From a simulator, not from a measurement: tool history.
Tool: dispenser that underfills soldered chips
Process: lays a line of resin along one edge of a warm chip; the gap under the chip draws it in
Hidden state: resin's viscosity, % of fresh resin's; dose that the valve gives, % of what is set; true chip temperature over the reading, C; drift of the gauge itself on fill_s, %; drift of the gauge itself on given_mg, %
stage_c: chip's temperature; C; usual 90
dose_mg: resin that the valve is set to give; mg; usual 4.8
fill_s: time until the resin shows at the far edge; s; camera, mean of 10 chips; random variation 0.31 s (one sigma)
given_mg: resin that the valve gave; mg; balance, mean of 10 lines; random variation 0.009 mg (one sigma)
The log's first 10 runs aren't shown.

run	hour	stage_c	dose_mg	hours of work since the syringe was changed	hours of work since the valve was cleaned	hours of work since the stage was calibrated	fill_s	given_mg
# hour 42.3: new syringe of resin
11	45.3	88	4.8	2	51	95	7.8	4.721
12	49	90	5.18	4	53	97	8.6	5.071
# hour 51.8: new syringe of resin
13	51.8	90	5.18	0	55	99	5.7	5.082
# hour 55.2: dispensing valve cleaned and set on the balance
14	56.8	90	4.8	3	1	102	7.7	4.811
# hour 62.2: new syringe of resin
15	62.5	90	4.8	0	5	105	6.1	4.804
16	66.3	90	4.8	3	7	108	7.6	4.802
17	69.3	90	4.8	5	9	110	9	4.791
# hour 71.9: new syringe of resin
18	73.5	90	4.8	1	12	112	6.7	4.791
19	76.5	89	4.8	3	14	114	8.4	4.784
20	79.8	86	5.37	5	16	116	10.9	5.349
# hour 81.5: new syringe of resin
21	86	104	4.8	3	20	120	4.8	4.777
22	89.2	83	5.97	5	22	122	12.5	5.925
# hour 91.3: new syringe of resin
23	91.9	75	6.01	0	23	124	11.9	5.967
24	96.3	75	6.01	3	26	127	14.6	5.967
# hour 100.9: new syringe of resin
25	102.5	86	4.75	1	30	131	8.9	4.695
26	107.2	90	4.83	4	33	134	9.3	4.773
# hour 110.3: new syringe of resin
27	113.1	96	5.45	2	37	137	5.7	5.399
28	115.8	96	5.45	4	39	139	6.3	5.381
# hour 120: new syringe of resin
29	120	103	5.47	0	41	142	3.8	5.385
30	123.2	84	6.07	2	43	144	9.4	5.993
31	126.3	82	4.46	4	45	146	12.9	4.396
# hour 129.7: new syringe of resin
32	131.6	99	5.59	1	49	149	4.4	5.524
33	136.5	99	5.59	4	52	152	6.7	5.501
# hour 139.2: new syringe of resin
34	140.6	82	4.62	1	54	155	9.3	4.524
# hour 144.7: dispensing valve cleaned and set on the balance
35	145.1	90	5.69	3	0	157	7.1	5.688

4 ways to go on from here, each from the tool as it stands after run 35. What would each give?
A	147.9	99	5.36	5	2	159	?	?
B	147.9	90	4.3	5	2	159	?	?
C	147.9	104	4.82	5	2	159	?	?
D	147.9	90	4.45	5	2	159	?	?

run	fill_s	given_mg
A	6.3	5.355
B	9.4	4.309
C	5.4	4.82
D	9.6	4.453
Without the tool's hidden state the same runs would have given:
run	fill_s	given_mg
A	4.2	5.353
B	6.3	4.308
C	3.5	4.819
D	6.6	4.451
